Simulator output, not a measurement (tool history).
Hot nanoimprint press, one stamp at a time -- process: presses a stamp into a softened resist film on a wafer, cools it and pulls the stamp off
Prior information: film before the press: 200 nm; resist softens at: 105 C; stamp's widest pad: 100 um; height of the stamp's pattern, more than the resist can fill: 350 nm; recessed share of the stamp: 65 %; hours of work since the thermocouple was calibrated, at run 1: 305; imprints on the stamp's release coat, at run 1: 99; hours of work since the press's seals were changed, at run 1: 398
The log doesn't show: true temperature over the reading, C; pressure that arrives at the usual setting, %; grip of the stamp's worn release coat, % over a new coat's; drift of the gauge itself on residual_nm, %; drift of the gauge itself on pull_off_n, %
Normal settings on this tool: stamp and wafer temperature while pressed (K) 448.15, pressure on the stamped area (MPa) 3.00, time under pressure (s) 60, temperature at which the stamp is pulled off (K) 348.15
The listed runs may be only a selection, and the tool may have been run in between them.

run	hour	stamp and wafer temperature while pressed (K)	pressure on the stamped area (MPa)	time under pressure (s)	temperature at which the stamp is pulled off (K)	hours of work since the thermocouple was calibrated	imprints on the stamp's release coat	hours of work since the press's seals were changed	resist left under the stamp's widest pad (angstrom)	greatest force while the stamp is pulled off (N)
1	0.0	448.15	3.00	60	348.15	305	99	398	1029	116
2	37.8	448.15	3.00	60	348.15	327	207	419	1033	117
3	82.2	448.15	3.00	60	348.15	352	333	444	1033	123
4	121.8	445.15	3.00	60	348.15	375	446	467	1205	123
5	177.6	449.15	3.00	60	348.15	406	605	499	1001	132
6	208.1	448.15	3.00	60	348.15	424	692	516	1053	132
7	252.0	448.15	3.00	60	348.15	448	818	541	1071	141
# hour 258.7: plate thermocouple calibrated
8	279.9	448.15	3.00	60	348.15	12	889	555	1118	143
# hour 299.9: stamp cleaned and given a new release coat
9	340.2	448.15	3.00	60	348.15	43	115	586	1108	115
10	371.6	448.15	3.00	60	348.15	61	205	604	1109	120
# hour 409.2: press's hydraulic seals changed and the load cell set to zero
# hour 415.3: plate thermocouple calibrated, once more
11	415.5	448.15	3.00	60	348.15	0	299	2	964	119
12	451.4	448.15	3.00	60	348.15	21	401	22	979	120
13	510.3	453.15	3.00	60	348.15	54	569	56	779	134
14	535.0	453.15	3.00	60	348.15	68	640	70	777	133
15	568.4	453.15	3.00	60	348.15	87	735	89	777	136
16	599.8	439.15	3.00	60	348.15	105	825	107	1442	134
17	629.2	439.15	3.00	60	348.15	121	908	123	1449	145
# hour 642.9: stamp cleaned and given a new release coat
18	674.3	439.15	2.37	39	352.15	144	90	145	1687	111
19	720.0	448.15	3.18	60	346.15	170	220	171	967	121
20	777.8	448.15	3.20	60	348.15	202	385	204	979	126
21	817.4	451.15	1.84	60	348.15	225	498	227	1145	129
22	857.8	451.15	1.84	60	348.15	248	613	250	1128	129

Forecast run 23:
23	906.1	451.15	1.84	106	351.15	275	751	277	?	?

{"run 23": {"resist left under the stamp's widest pad (angstrom)": 964, "greatest force while the stamp is pulled off (N)": 134}}
On a tool with no hidden condition, and with the same random variation, this run would have come out at resist left under the stamp's widest pad (angstrom) 908, greatest force while the stamp is pulled off (N) 106.
